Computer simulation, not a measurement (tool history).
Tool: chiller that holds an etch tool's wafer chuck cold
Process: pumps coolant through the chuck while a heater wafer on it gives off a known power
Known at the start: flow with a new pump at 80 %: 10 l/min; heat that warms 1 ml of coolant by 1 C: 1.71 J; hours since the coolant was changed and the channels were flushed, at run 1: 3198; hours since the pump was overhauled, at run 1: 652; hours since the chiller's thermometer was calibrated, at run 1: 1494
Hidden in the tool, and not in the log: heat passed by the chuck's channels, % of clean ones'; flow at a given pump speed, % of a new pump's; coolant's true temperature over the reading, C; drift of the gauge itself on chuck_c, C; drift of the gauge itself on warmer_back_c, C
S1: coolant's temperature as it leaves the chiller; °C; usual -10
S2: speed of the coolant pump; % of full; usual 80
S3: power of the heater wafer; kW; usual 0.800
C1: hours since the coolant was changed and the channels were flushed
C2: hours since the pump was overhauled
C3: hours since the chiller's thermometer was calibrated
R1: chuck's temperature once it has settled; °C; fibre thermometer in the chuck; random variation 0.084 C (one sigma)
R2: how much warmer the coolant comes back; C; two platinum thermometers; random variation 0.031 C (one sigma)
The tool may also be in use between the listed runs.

Run 1, hour 0.0: usual settings; C1 3198; C2 652; C3 1494. Result: R1 -3.93 °C, R2 2.85 C.
Run 2, hour 26.6: usual settings; C1 3225; C2 678; C3 1521. Result: R1 -3.99 °C, R2 2.86 C.
Run 3, hour 48.0: usual settings; C1 3246; C2 700; C3 1542. Result: R1 -3.92 °C, R2 2.93 C.
Run 4, hour 81.9: usual settings; C1 3280; C2 733; C3 1576. Result: R1 -4.01 °C, R2 2.91 C.
Run 5, hour 113.3: usual settings; C1 3311; C2 765; C3 1608. Result: R1 -3.96 °C, R2 2.90 C.
Run 6, hour 134.0: usual settings; C1 3332; C2 786; C3 1628. Result: R1 -4.08 °C, R2 2.88 C.
Run 7, hour 151.4: usual settings; C1 3350; C2 803; C3 1646. Result: R1 -4.08 °C, R2 2.90 C.
Run 8, hour 170.2: usual settings; C1 3368; C2 822; C3 1665. Result: R1 -3.87 °C, R2 2.90 C.
Run 9, hour 207.0: usual settings; C1 3405; C2 859; C3 1701. Result: R1 -3.92 °C, R2 2.86 C.
Run 10, hour 232.6: usual settings; C1 3431; C2 884; C3 1727. Result: R1 -3.78 °C, R2 2.85 C.
Run 11, hour 258.1: usual settings; C1 3456; C2 910; C3 1753. Result: R1 -3.85 °C, R2 2.91 C.
Run 12, hour 276.8: usual settings; C1 3475; C2 928; C3 1771. Result: R1 -3.77 °C, R2 2.87 C.
Run 13, hour 293.1: usual settings but S1 -13 °C; C1 3491; C2 945; C3 1788. Result: R1 -6.92 °C, R2 2.91 C.
Run 14, hour 329.8: usual settings but S1 -13 °C; C1 3528; C2 981; C3 1824. Result: R1 -7.04 °C, R2 2.94 C.
Run 15, hour 345.8: usual settings but S1 -13 °C; C1 3544; C2 997; C3 1840. Result: R1 -6.92 °C, R2 2.90 C.
At hour 381.2: coolant changed, channels flushed.
Run 16, hour 388.0: usual settings but S1 -13 °C; C1 7; C2 1034; C3 1876. Result: R1 -7.69 °C, R2 2.92 C.
Run 17, hour 419.7: usual settings but S1 -13 °C; C1 39; C2 1065; C3 1908. Result: R1 -7.61 °C, R2 2.95 C.
Run 18, hour 446.5: usual settings but S1 -17 °C; C1 65; C2 1092; C3 1935. Result: R1 -11.59 °C, R2 2.92 C.
Run 19, hour 480.6: usual settings but S1 -8 °C, S2 97 % of full, S3 0.861 kW; C1 99; C2 1126; C3 1969. Result: R1 -3.12 °C, R2 2.53 C.
Run 20, hour 513.3: usual settings but S2 81 % of full; C1 132; C2 1159; C3 2002. Result: R1 -4.58 °C, R2 2.88 C.
Run 21, hour 528.5: usual settings but S2 81 % of full; C1 147; C2 1174; C3 2017. Result: R1 -4.82 °C, R2 2.89 C.
Run 22, hour 553.4: usual settings but S2 81 % of full; C1 172; C2 1199; C3 2042. Result: R1 -4.59 °C, R2 2.88 C.
Run 23, hour 579.5: usual settings but S2 81 % of full; C1 198; C2 1225; C3 2068. Result: R1 -4.72 °C, R2 2.94 C.
Run 24, hour 608.0: usual settings but S1 -2 °C, S2 65 % of full, S3 0.864 kW; C1 227; C2 1254; C3 2097. Result: R1 5.06 °C, R2 3.91 C.
Run 25, hour 639.9: usual settings but S1 -2 °C, S2 65 % of full, S3 0.864 kW; C1 259; C2 1285; C3 2128. Result: R1 4.97 °C, R2 3.93 C.
Run 26, hour 659.3: usual settings but S1 -2 °C, S2 65 % of full, S3 0.864 kW; C1 278; C2 1305; C3 2148. Result: R1 5.04 °C, R2 3.90 C.

Forecast run 27:
Run 27, hour 684.5: usual settings but S2 93 % of full, S3 0.948 kW; C1 303; C2 1330; C3 2173. Result: R1 ?, R2 ?.

Run 27 gave R1 -4.47 °C, R2 2.95 C.
Without the tool's hidden state the same run would have given R1 -4.63 °C, R2 2.82 C.
